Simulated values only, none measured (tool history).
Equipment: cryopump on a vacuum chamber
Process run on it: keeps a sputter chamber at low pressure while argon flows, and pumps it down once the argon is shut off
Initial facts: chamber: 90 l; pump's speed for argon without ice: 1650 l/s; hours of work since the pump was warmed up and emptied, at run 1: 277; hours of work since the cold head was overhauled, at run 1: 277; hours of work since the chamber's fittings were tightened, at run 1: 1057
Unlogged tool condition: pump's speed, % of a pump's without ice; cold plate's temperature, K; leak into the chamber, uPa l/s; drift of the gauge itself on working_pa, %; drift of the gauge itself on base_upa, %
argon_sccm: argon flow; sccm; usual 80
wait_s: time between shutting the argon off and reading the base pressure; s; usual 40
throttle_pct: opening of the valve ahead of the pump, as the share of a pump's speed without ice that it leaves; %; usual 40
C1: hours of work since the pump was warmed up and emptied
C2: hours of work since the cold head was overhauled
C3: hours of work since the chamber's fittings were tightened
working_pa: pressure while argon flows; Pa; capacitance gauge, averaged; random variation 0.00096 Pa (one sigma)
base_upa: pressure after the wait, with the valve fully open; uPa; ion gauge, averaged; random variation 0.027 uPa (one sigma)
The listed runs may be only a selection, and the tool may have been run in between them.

Run 1, hour 0: usual settings; C1 277; C2 277; C3 1057. Result: working_pa 0.226 Pa, base_upa 2.95 uPa.
Run 2, hour 8.9: usual settings; C1 284; C2 284; C3 1064. Result: working_pa 0.2269 Pa, base_upa 2.93 uPa.
Run 3, hour 25.5: usual settings; C1 297; C2 297; C3 1078. Result: working_pa 0.2265 Pa, base_upa 2.98 uPa.
At hour 36.4: pump warmed up, emptied and cooled again.
Run 4, hour 45.4: usual settings but throttle_pct 26 %; C1 7; C2 309; C3 1090. Result: working_pa 0.3162 Pa, base_upa 2.61 uPa.
Run 5, hour 54.7: usual settings; C1 15; C2 317; C3 1097. Result: working_pa 0.2073 Pa, base_upa 2.62 uPa.
Run 6, hour 74.6: usual settings; C1 31; C2 333; C3 1114. Result: working_pa 0.208 Pa, base_upa 2.66 uPa.
Run 7, hour 88.3: usual settings; C1 42; C2 344; C3 1125. Result: working_pa 0.2085 Pa, base_upa 2.6 uPa.
Run 8, hour 101.5: usual settings; C1 53; C2 355; C3 1135. Result: working_pa 0.2094 Pa, base_upa 2.68 uPa.
Run 9, hour 117.6: usual settings; C1 66; C2 368; C3 1149. Result: working_pa 0.2095 Pa, base_upa 2.7 uPa.
Run 10, hour 130.5: usual settings; C1 76; C2 378; C3 1159. Result: working_pa 0.2096 Pa, base_upa 2.78 uPa.
Run 11, hour 138.6: usual settings; C1 83; C2 385; C3 1166. Result: working_pa 0.2106 Pa, base_upa 2.78 uPa.
Run 12, hour 152.9: usual settings but argon_sccm 66 sccm; C1 95; C2 397; C3 1177. Result: working_pa 0.1749 Pa, base_upa 2.73 uPa.
Run 13, hour 171.9: usual settings but argon_sccm 66 sccm; C1 110; C2 412; C3 1193. Result: working_pa 0.1739 Pa, base_upa 2.98 uPa.
Run 14, hour 183.5: usual settings but argon_sccm 66 sccm; C1 119; C2 421; C3 1202. Result: working_pa 0.1748 Pa, base_upa 2.89 uPa.
Run 15, hour 196.6: usual settings but argon_sccm 66 sccm, throttle_pct 15 %; C1 130; C2 432; C3 1213. Result: working_pa 0.4609 Pa, base_upa 2.84 uPa.
Run 16, hour 215: usual settings but argon_sccm 66 sccm, throttle_pct 15 %; C1 145; C2 447; C3 1228. Result: working_pa 0.4599 Pa, base_upa 2.92 uPa.
Run 17, hour 233.4: usual settings but wait_s 115 s; C1 160; C2 462; C3 1243. Result: working_pa 0.219 Pa, base_upa 2.25 uPa.
Run 18, hour 253.1: usual settings but argon_sccm 69 sccm, wait_s 81 s, throttle_pct 38 %; C1 176; C2 478; C3 1259. Result: working_pa 0.197 Pa, base_upa 2.51 uPa.
Run 19, hour 271.6: usual settings but argon_sccm 148 sccm, wait_s 247 s, throttle_pct 38 %; C1 191; C2 493; C3 1274. Result: working_pa 0.4255 Pa, base_upa 2.2 uPa.
Run 20, hour 284.8: usual settings but argon_sccm 67 sccm, wait_s 102 s, throttle_pct 18 %; C1 202; C2 504; C3 1284. Result: working_pa 0.3913 Pa, base_upa 2.41 uPa.
Run 21, hour 300.1: usual settings but argon_sccm 67 sccm, wait_s 102 s, throttle_pct 18 %; C1 214; C2 516; C3 1297. Result: working_pa 0.3947 Pa, base_upa 2.52 uPa.
Run 22, hour 313: usual settings but wait_s 73 s; C1 224; C2 527; C3 1307. Result: working_pa 0.2239 Pa, base_upa 2.64 uPa.
Run 23, hour 326.3: usual settings but argon_sccm 59 sccm, throttle_pct 50 %; C1 235; C2 537; C3 1318. Result: working_pa 0.1352 Pa, base_upa 3.14 uPa.
Run 24, hour 336.7: usual settings but argon_sccm 100 sccm, wait_s 46 s, throttle_pct 50 %; C1 244; C2 546; C3 1326. Result: working_pa 0.2265 Pa, base_upa 3.02 uPa.
Run 25, hour 356.5: usual settings but argon_sccm 100 sccm, wait_s 46 s, throttle_pct 50 %; C1 260; C2 562; C3 1343. Result: working_pa 0.2277 Pa, base_upa 3.15 uPa.
Run 26, hour 366.9: usual settings but argon_sccm 54 sccm, wait_s 23 s, throttle_pct 48 %; C1 268; C2 570; C3 1351. Result: working_pa 0.1291 Pa, base_upa 4.07 uPa.
Run 27, hour 381.6: usual settings but argon_sccm 54 sccm, wait_s 23 s, throttle_pct 48 %; C1 280; C2 582; C3 1363. Result: working_pa 0.1313 Pa, base_upa 4.13 uPa.
Run 28, hour 392.1: usual settings but argon_sccm 54 sccm, wait_s 23 s, throttle_pct 48 %; C1 289; C2 591; C3 1371. Result: working_pa 0.1304 Pa, base_upa 4.25 uPa.
Run 29, hour 400.7: usual settings but argon_sccm 54 sccm, wait_s 23 s, throttle_pct 48 %; C1 296; C2 598; C3 1378. Result: working_pa 0.1311 Pa, base_upa 4.24 uPa.
At hour 414: pump warmed up, emptied and cooled again.
Run 30, hour 422.3: usual settings but argon_sccm 54 sccm, wait_s 23 s, throttle_pct 48 %; C1 7; C2 611; C3 1392. Result: working_pa 0.1174 Pa, base_upa 3.68 uPa.
Run 31, hour 434: usual settings but argon_sccm 79 sccm, wait_s 23 s, throttle_pct 58 %; C1 16; C2 621; C3 1401. Result: working_pa 0.1424 Pa, base_upa 3.65 uPa.
Run 32, hour 452.4: usual settings but argon_sccm 140 sccm, throttle_pct 16 %; C1 31; C2 636; C3 1416. Result: working_pa 0.8991 Pa, base_upa 3.02 uPa.
Run 33, hour 470: usual settings but argon_sccm 36 sccm, wait_s 54 s; C1 45; C2 650; C3 1431. Result: working_pa 0.094 Pa, base_upa 2.86 uPa.

Consider 3 possible next runs. They are alternatives, not a sequence: every one starts from the tool as it was left by run 33. What does each give?
Run A, hour 489.7: usual settings but argon_sccm 58 sccm, throttle_pct 51 %; C1 61; C2 666; C3 1447. Result: working_pa ?, base_upa ?.
Run B, hour 489.7: usual settings but argon_sccm 152 sccm, wait_s 84 s, throttle_pct 24 %; C1 61; C2 666; C3 1447. Result: working_pa ?, base_upa ?.
Run C, hour 489.7: usual settings but wait_s 76 s; C1 61; C2 666; C3 1447. Result: working_pa ?, base_upa ?.

run  working_pa  base_upa
  A      0.1198      3.01
  B      0.6609      2.46
  C      0.2102      2.53
Had the tool no hidden state, the same runs would have come out as:
run  working_pa  base_upa
  A      0.1161      1.18
  B      0.6509      0.65
  C      0.2049      0.71
